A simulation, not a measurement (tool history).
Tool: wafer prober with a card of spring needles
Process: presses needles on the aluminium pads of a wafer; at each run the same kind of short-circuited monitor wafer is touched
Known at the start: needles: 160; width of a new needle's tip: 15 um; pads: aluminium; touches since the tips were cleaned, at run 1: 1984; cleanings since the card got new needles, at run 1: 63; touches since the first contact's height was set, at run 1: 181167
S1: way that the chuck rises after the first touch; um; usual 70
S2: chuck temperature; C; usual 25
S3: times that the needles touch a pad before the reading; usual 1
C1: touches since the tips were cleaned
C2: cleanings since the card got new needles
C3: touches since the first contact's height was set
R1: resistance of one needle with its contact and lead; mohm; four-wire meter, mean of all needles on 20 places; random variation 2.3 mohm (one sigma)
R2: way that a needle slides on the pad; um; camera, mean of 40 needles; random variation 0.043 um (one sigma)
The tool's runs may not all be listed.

Run 1, hour 0.0: usual settings; C1 1984; C2 63; C3 181167. Result: R1 269 mohm, R2 15.72 um.
At hour 5.4: tips cleaned on abrasive film.
At hour 12.7: tips cleaned on abrasive film.
At hour 19.9: tips cleaned on abrasive film.
At hour 28.9: tips cleaned on abrasive film.
At hour 36.4: height of the first contact set anew.
At hour 38.2: tips cleaned on abrasive film.
At hour 47.2: tips cleaned on abrasive film.
At hour 56.3: tips cleaned on abrasive film.
At hour 63.9: tips cleaned on abrasive film.
Run 2, hour 63.9: usual settings; C1 0; C2 71; C3 19654. Result: R1 258 mohm, R2 16.49 um.
At hour 72.9: tips cleaned on abrasive film.
At hour 82.0: tips cleaned on abrasive film.
At hour 91.0: tips cleaned on abrasive film.
At hour 100.0: tips cleaned on abrasive film.
At hour 109.0: tips cleaned on abrasive film.
At hour 118.0: tips cleaned on abrasive film.
At hour 125.2: tips cleaned on abrasive film.
At hour 132.5: tips cleaned on abrasive film.
Run 3, hour 133.2: usual settings; C1 530; C2 79; C3 69169. Result: R1 257 mohm, R2 16.19 um.
At hour 140.4: tips cleaned on abrasive film.
At hour 147.7: tips cleaned on abrasive film.
At hour 154.9: tips cleaned on abrasive film.
At hour 163.9: tips cleaned on abrasive film.
At hour 172.9: tips cleaned on abrasive film.
Run 4, hour 178.4: usual settings; C1 3923; C2 84; C3 101453. Result: R1 271 mohm, R2 16.11 um.
At hour 180.2: tips cleaned on abrasive film.
At hour 187.5: tips cleaned on abrasive film.
At hour 196.5: tips cleaned on abrasive film.
At hour 205.5: tips cleaned on abrasive film.
At hour 214.5: tips cleaned on abrasive film.
Run 5, hour 214.9: usual settings; C1 305; C2 89; C3 127530. Result: R1 263 mohm, R2 15.85 um.
At hour 222.1: tips cleaned on abrasive film.
At hour 229.4: tips cleaned on abrasive film.
At hour 238.4: tips cleaned on abrasive film.
At hour 245.6: tips cleaned on abrasive film.
At hour 254.6: tips cleaned on abrasive film.
At hour 263.6: tips cleaned on abrasive film.
At hour 272.7: tips cleaned on abrasive film.
At hour 281.5: tips cleaned on abrasive film.
Run 6, hour 281.5: usual settings; C1 0; C2 97; C3 175127. Result: R1 259 mohm, R2 15.73 um.
At hour 290.5: tips cleaned on abrasive film.
At hour 297.8: tips cleaned on abrasive film.
At hour 306.8: tips cleaned on abrasive film.
At hour 314.0: tips cleaned on abrasive film.
Run 7, hour 315.2: usual settings; C1 817; C2 101; C3 199148. Result: R1 264 mohm, R2 15.69 um.
At hour 322.4: tips cleaned on abrasive film.
At hour 326.2: height of the first contact set anew.
At hour 329.9: tips cleaned on abrasive film.
At hour 338.9: tips cleaned on abrasive film.
At hour 347.9: tips cleaned on abrasive film.
At hour 357.0: tips cleaned on abrasive film.
At hour 366.0: tips cleaned on abrasive film.
Run 8, hour 372.0: usual settings but S2 30 C; C1 4389; C2 107; C3 32749. Result: R1 272 mohm, R2 16.37 um.
At hour 373.9: tips cleaned on abrasive film.
At hour 381.2: tips cleaned on abrasive film.
At hour 390.2: tips cleaned on abrasive film.
At hour 399.2: tips cleaned on abrasive film.
At hour 406.4: tips cleaned on abrasive film.
At hour 415.4: tips cleaned on abrasive film.
At hour 422.7: tips cleaned on abrasive film.
At hour 429.9: tips cleaned on abrasive film.
At hour 438.9: tips cleaned on abrasive film.
Run 9, hour 445.6: usual settings but S1 76 um; C1 4843; C2 116; C3 85288. Result: R1 277 mohm, R2 17.56 um.
At hour 447.5: tips cleaned on abrasive film.
At hour 456.5: tips cleaned on abrasive film.
At hour 465.5: tips cleaned on abrasive film.
At hour 474.5: tips cleaned on abrasive film.
At hour 481.7: tips cleaned on abrasive film.
At hour 490.8: tips cleaned on abrasive film.
At hour 499.8: tips cleaned on abrasive film.
At hour 508.8: tips cleaned on abrasive film.
Run 10, hour 515.1: usual settings but S1 76 um; C1 4534; C2 124; C3 134940. Result: R1 275 mohm, R2 17.37 um.
At hour 516.9: tips cleaned on abrasive film.
At hour 524.2: tips cleaned on abrasive film.
At hour 533.2: tips cleaned on abrasive film.
At hour 540.4: tips cleaned on abrasive film.
At hour 549.4: tips cleaned on abrasive film.
At hour 556.7: tips cleaned on abrasive film.
At hour 565.7: tips cleaned on abrasive film.
At hour 574.7: tips cleaned on abrasive film.
Run 11, hour 577.8: usual settings but S1 76 um; C1 2218; C2 132; C3 179698. Result: R1 272 mohm, R2 17.01 um.
At hour 583.2: tips cleaned on abrasive film.
At hour 590.4: tips cleaned on abrasive film.
At hour 599.4: tips cleaned on abrasive film.
At hour 608.5: tips cleaned on abrasive film.
At hour 615.9: height of the first contact set anew.
At hour 617.8: tips cleaned on abrasive film.
At hour 625.0: tips cleaned on abrasive film.
At hour 632.6: tips cleaned on abrasive film.
Run 12, hour 632.6: usual settings but S1 76 um; C1 0; C2 139; C3 11850. Result: R1 255 mohm, R2 17.87 um.
At hour 641.6: tips cleaned on abrasive film.
At hour 650.6: tips cleaned on abrasive film.
At hour 659.6: tips cleaned on abrasive film.
At hour 668.6: tips cleaned on abrasive film.
At hour 675.9: tips cleaned on abrasive film.
Run 13, hour 682.6: usual settings but S2 27 C; C1 4910; C2 144; C3 47697. Result: R1 282 mohm, R2 16.21 um.
At hour 684.5: tips cleaned on abrasive film.
At hour 693.5: tips cleaned on abrasive film.
At hour 702.6: tips cleaned on abrasive film.
At hour 709.8: tips cleaned on abrasive film.
At hour 718.8: tips cleaned on abrasive film.
At hour 727.8: tips cleaned on abrasive film.
At hour 735.0: tips cleaned on abrasive film.
At hour 744.1: tips cleaned on abrasive film.
At hour 753.1: tips cleaned on abrasive film.
Run 14, hour 759.2: usual settings but S2 27 C; C1 4413; C2 153; C3 102384. Result: R1 285 mohm, R2 16.03 um.
At hour 761.1: tips cleaned on abrasive film.
At hour 770.1: tips cleaned on abrasive film.
At hour 779.1: tips cleaned on abrasive film.
At hour 788.1: tips cleaned on abrasive film.
At hour 797.1: tips cleaned on abrasive film.
Run 15, hour 801.8: usual settings but S2 27 C; C1 3370; C2 158; C3 132826. Result: R1 274 mohm, R2 15.88 um.
At hour 805.4: tips cleaned on abrasive film.
At hour 812.7: tips cleaned on abrasive film.
At hour 819.9: tips cleaned on abrasive film.
At hour 828.9: tips cleaned on abrasive film.
At hour 836.1: tips cleaned on abrasive film.
Run 16, hour 839.6: usual settings but S2 27 C; C1 2465; C2 163; C3 159785. Result: R1 276 mohm, R2 15.71 um.
At hour 845.0: tips cleaned on abrasive film.
At hour 852.2: tips cleaned on abrasive film.
At hour 859.5: tips cleaned on abrasive film.
At hour 868.5: tips cleaned on abrasive film.
At hour 877.5: tips cleaned on abrasive film.
At hour 886.5: tips cleaned on abrasive film.
At hour 893.7: tips cleaned on abrasive film.
At hour 902.7: tips cleaned on abrasive film.
Run 17, hour 903.2: usual settings; C1 362; C2 171; C3 205266. Result: R1 259 mohm, R2 15.50 um.
At hour 905.3: height of the first contact set anew.
At hour 910.8: tips cleaned on abrasive film.
At hour 918.0: tips cleaned on abrasive film.
At hour 927.0: tips cleaned on abrasive film.
At hour 936.0: tips cleaned on abrasive film.
At hour 943.3: tips cleaned on abrasive film.
At hour 952.3: tips cleaned on abrasive film.
Run 18, hour 953.5: usual settings but S1 83 um, S2 45 C, S3 2; C1 854; C2 177; C3 34370. Result: R1 265 mohm, R2 19.37 um.
At hour 960.7: tips cleaned on abrasive film.
At hour 969.7: tips cleaned on abrasive film.
At hour 978.7: tips cleaned on abrasive film.
At hour 986.0: tips cleaned on abrasive film.
At hour 995.0: tips cleaned on abrasive film.
Run 19, hour 1001.4: usual settings but S1 83 um, S2 76 C; C1 4688; C2 182; C3 68707. Result: R1 287 mohm, R2 19.25 um.
At hour 1003.3: tips cleaned on abrasive film.
At hour 1010.6: tips cleaned on abrasive film.
At hour 1017.8: tips cleaned on abrasive film.
At hour 1026.8: tips cleaned on abrasive film.
Run 20, hour 1033.7: usual settings but S1 79 um, S2 33 C; C1 5012; C2 186; C3 91765. Result: R1 280 mohm, R2 18.13 um.
At hour 1035.6: tips cleaned on abrasive film.
At hour 1044.6: tips cleaned on abrasive film.
At hour 1051.9: tips cleaned on abrasive film.
At hour 1059.1: tips cleaned on abrasive film.
At hour 1068.1: tips cleaned on abrasive film.
At hour 1077.1: tips cleaned on abrasive film.
At hour 1086.1: tips cleaned on abrasive film.
At hour 1093.4: tips cleaned on abrasive film.
Run 21, hour 1093.7: usual settings but S1 67 um, S2 106 C, S3 2; C1 224; C2 194; C3 134530. Result: R1 283 mohm, R2 15.16 um.

Forecast each of these 3 alternatives for the next run:
At hour 1100.9: tips cleaned on abrasive film.
At hour 1109.9: tips cleaned on abrasive film.
At hour 1118.9: tips cleaned on abrasive film.
At hour 1127.9: tips cleaned on abrasive film.
Run A, hour 1129.3: usual settings but S1 51 um, S2 78 C, S3 2; C1 1010; C2 198; C3 160032. Result: R1 ?, R2 ?.
At hour 1100.9: tips cleaned on abrasive film.
At hour 1109.9: tips cleaned on abrasive film.
At hour 1118.9: tips cleaned on abrasive film.
At hour 1127.9: tips cleaned on abrasive film.
Run B, hour 1129.3: usual settings but S1 50 um; C1 1010; C2 198; C3 160032. Result: R1 ?, R2 ?.
At hour 1100.9: tips cleaned on abrasive film.
At hour 1109.9: tips cleaned on abrasive film.
At hour 1118.9: tips cleaned on abrasive film.
At hour 1127.9: tips cleaned on abrasive film.
Run C, hour 1129.3: usual settings but S1 72 um, S2 28 C; C1 1010; C2 198; C3 160032. Result: R1 ?, R2 ?.

run   R1     R2
  A  291  11.31
  B  280  11.02
  C  271  16.29
Without the tool's hidden state the same runs would have given:
run   R1     R2
  A  274  12.07
  B  257  11.78
  C  259  17.06

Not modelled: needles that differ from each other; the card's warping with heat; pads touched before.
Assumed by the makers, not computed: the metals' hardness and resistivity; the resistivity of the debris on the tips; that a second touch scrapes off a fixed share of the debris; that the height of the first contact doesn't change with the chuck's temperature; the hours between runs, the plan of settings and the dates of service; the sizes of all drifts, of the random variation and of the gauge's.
